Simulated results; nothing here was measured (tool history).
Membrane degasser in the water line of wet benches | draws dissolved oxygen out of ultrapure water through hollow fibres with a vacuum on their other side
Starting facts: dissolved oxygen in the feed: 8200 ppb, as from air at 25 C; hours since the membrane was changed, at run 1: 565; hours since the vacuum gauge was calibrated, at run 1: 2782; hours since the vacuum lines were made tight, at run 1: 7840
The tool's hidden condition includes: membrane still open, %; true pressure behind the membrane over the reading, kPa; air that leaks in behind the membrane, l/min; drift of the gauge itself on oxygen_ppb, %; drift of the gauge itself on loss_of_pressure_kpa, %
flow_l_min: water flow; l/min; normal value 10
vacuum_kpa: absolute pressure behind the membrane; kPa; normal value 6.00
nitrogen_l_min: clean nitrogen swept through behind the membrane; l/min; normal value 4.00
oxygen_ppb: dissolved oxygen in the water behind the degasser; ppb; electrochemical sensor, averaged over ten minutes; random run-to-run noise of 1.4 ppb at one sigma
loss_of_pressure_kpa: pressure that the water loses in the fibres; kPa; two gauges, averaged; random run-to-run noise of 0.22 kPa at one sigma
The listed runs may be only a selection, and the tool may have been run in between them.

run,hour,flow_l_min,vacuum_kpa,nitrogen_l_min,hours since the membrane was changed,hours since the vacuum gauge was calibrated,hours since the vacuum lines were made tight,oxygen_ppb,loss_of_pressure_kpa
1,0.0,10,6.00,4.00,565,2782,7840,136.3,53.28
2,43.8,10,6.00,1.73,609,2826,7884,158.2,53.54
3,70.6,10,6.00,4.00,635,2853,7911,134.5,53.44
4,100.4,15,6.00,4.00,665,2882,7940,331.3,80.33
5,140.7,15,6.00,4.00,705,2923,7981,327.5,80.31
6,169.6,10,6.00,4.00,734,2952,8010,135.6,53.67
7,200.3,10,6.00,4.00,765,2982,8040,137.7,53.54
8,243.3,10,6.00,4.00,808,3025,8083,137.1,53.37
9,291.7,10,6.00,4.00,856,3074,8132,137.1,53.64
10,327.3,10,6.00,4.00,892,3109,8167,133.6,53.69
11,366.7,6,6.05,6.15,931,3149,8207,32.2,32.65
12,388.1,10,4.43,1.79,953,3170,8228,135.7,53.76
13,423.3,7,6.73,4.00,988,3205,8263,57.8,37.70
14,460.5,7,6.73,4.00,1025,3242,8300,57.0,37.76
15,492.0,10,5.99,4.52,1057,3274,8332,133.7,54.14
16,540.1,10,12.20,4.24,1105,3322,8380,169.7,53.86
17,587.6,15,5.80,11.70,1152,3370,8428,310.4,81.37

5 ways to go on from here, each from the tool as it stands after run 17. What would each give?
A,628.0,10,13.70,9.16,1193,3410,8468,?,?
B,628.0,15,5.42,11.70,1193,3410,8468,?,?
C,628.0,11,10.83,5.03,1193,3410,8468,?,?
D,628.0,15,5.80,2.81,1193,3410,8468,?,?
E,628.0,14,3.76,6.91,1193,3410,8468,?,?

run,oxygen_ppb,loss_of_pressure_kpa
A,148.8,53.89
B,313.2,81.43
C,185.9,58.71
D,332.2,81.12
E,265.8,75.69
Take away the tool's hidden state, keep each run's random variation, and the runs would have read:
run,oxygen_ppb,loss_of_pressure_kpa
A,148.7,53.05
B,313.1,80.17
C,185.8,57.79
D,332.1,79.86
E,265.7,74.51
